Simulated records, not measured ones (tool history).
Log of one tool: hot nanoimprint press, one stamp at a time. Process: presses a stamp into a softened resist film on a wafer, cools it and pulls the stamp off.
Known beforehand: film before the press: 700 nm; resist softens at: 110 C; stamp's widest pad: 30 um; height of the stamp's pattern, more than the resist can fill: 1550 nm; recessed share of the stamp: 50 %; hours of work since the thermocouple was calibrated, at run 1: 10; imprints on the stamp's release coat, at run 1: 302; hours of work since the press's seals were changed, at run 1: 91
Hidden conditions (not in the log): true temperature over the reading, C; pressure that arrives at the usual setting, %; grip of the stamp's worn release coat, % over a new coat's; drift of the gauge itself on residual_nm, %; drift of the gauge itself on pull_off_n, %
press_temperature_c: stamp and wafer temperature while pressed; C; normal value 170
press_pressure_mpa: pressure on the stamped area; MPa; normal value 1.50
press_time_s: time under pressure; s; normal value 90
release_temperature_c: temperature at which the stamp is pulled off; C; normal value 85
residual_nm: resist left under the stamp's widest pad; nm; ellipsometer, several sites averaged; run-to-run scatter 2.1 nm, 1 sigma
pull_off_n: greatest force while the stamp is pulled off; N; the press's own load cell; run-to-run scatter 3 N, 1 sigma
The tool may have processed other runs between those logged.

| run | hour | press_temperature_c | press_pressure_mpa | press_time_s | release_temperature_c | hours of work since the thermocouple was calibrated | imprints on the stamp's release coat | hours of work since the press's seals were changed | residual_nm | pull_off_n |
|---|---|---|---|---|---|---|---|---|---|---|
| 1 | 0.0 | 170 | 1.50 | 90 | 85 | 10 | 302 | 91 | 349.1 | 151 |
| 2 | 38.3 | 170 | 1.50 | 90 | 85 | 31 | 408 | 111 | 343.5 | 162 |
| 3 | 62.0 | 173 | 1.50 | 90 | 85 | 44 | 474 | 124 | 293.7 | 162 |
| 4 | 95.9 | 173 | 1.50 | 90 | 85 | 62 | 569 | 143 | 294.1 | 167 |
| 5 | 120.1 | 173 | 1.50 | 90 | 85 | 75 | 636 | 156 | 290.0 | 166 |
| 6 | 159.6 | 173 | 1.50 | 90 | 85 | 97 | 746 | 177 | 287.6 | 174 |
| 7 | 189.3 | 173 | 1.50 | 90 | 85 | 113 | 829 | 193 | 286.3 | 176 |
| 8 | 229.0 | 173 | 1.50 | 90 | 85 | 134 | 939 | 214 | 289.4 | 183 |
|  | 263.3 | stamp cleaned and given a new release coat |
| 9 | 274.9 | 173 | 1.50 | 90 | 85 | 156 | 33 | 236 | 285.0 | 145 |
| 10 | 314.0 | 173 | 1.50 | 90 | 85 | 177 | 142 | 257 | 289.5 | 145 |
| 11 | 352.0 | 173 | 1.50 | 90 | 85 | 197 | 247 | 278 | 285.5 | 151 |
| 12 | 389.7 | 170 | 1.50 | 90 | 85 | 218 | 352 | 298 | 333.0 | 153 |
| 13 | 408.9 | 170 | 1.50 | 90 | 85 | 228 | 406 | 308 | 332.2 | 158 |
| 14 | 441.8 | 170 | 1.50 | 90 | 85 | 246 | 497 | 326 | 331.5 | 160 |
| 15 | 460.6 | 170 | 1.50 | 90 | 79 | 256 | 550 | 336 | 335.8 | 170 |
| 16 | 478.2 | 170 | 1.50 | 90 | 79 | 265 | 599 | 346 | 332.8 | 171 |
| 17 | 514.3 | 170 | 1.50 | 90 | 79 | 285 | 699 | 365 | 331.0 | 175 |
| 18 | 534.4 | 171 | 1.50 | 90 | 74 | 296 | 755 | 376 | 315.4 | 186 |
| 19 | 572.1 | 170 | 1.59 | 90 | 82 | 316 | 860 | 397 | 320.2 | 183 |
| 20 | 601.8 | 166 | 1.38 | 90 | 85 | 332 | 943 | 413 | 424.6 | 176 |
|  | 635.9 | stamp cleaned and given a new release coat |
| 21 | 641.2 | 160 | 1.54 | 90 | 85 | 350 | 15 | 431 | 521.6 | 144 |
|  | 646.3 | plate thermocouple calibrated |
| 22 | 664.9 | 162 | 2.09 | 175 | 83 | 10 | 73 | 442 | 337.7 | 140 |
| 23 | 686.5 | 174 | 1.63 | 90 | 85 | 22 | 133 | 453 | 241.7 | 148 |
| 24 | 725.7 | 170 | 1.50 | 90 | 91 | 43 | 242 | 475 | 314.7 | 143 |
| 25 | 746.5 | 170 | 1.50 | 90 | 91 | 54 | 300 | 486 | 314.0 | 150 |
|  | 782.8 | plate thermocouple calibrated, once more |
|  | 793.7 | press's hydraulic seals changed and the load cell set to zero |
| 26 | 793.7 | 164 | 1.25 | 119 | 85 | 2 | 401 | 0 | 461.8 | 159 |
| 27 | 820.9 | 166 | 1.50 | 90 | 85 | 16 | 477 | 15 | 418.7 | 163 |
| 28 | 857.4 | 166 | 2.21 | 49 | 85 | 36 | 578 | 34 | 412.2 | 164 |
| 29 | 897.3 | 166 | 2.21 | 49 | 85 | 58 | 689 | 56 | 416.3 | 166 |

Branching from run 29: 4 alternative next runs. What would each branch give?
| A | 922.6 | 179 | 2.30 | 49 | 85 | 71 | 760 | 70 | ? | ? |
| B | 922.6 | 171 | 1.50 | 90 | 85 | 71 | 760 | 70 | ? | ? |
| C | 922.6 | 166 | 2.35 | 121 | 85 | 71 | 760 | 70 | ? | ? |
| D | 922.6 | 166 | 0.95 | 90 | 84 | 71 | 760 | 70 | ? | ? |

| run | residual_nm | pull_off_n |
|---|---|---|
| A | 198.3 | 179 |
| B | 319.4 | 169 |
| C | 303.3 | 170 |
| D | 498.7 | 172 |
The same runs, with their run-to-run variation unchanged, on a tool lacking any hidden condition would have given:
| run | residual_nm | pull_off_n |
|---|---|---|
| A | 202.9 | 146 |
| B | 327.4 | 137 |
| C | 311.1 | 139 |
| D | 507.9 | 140 |
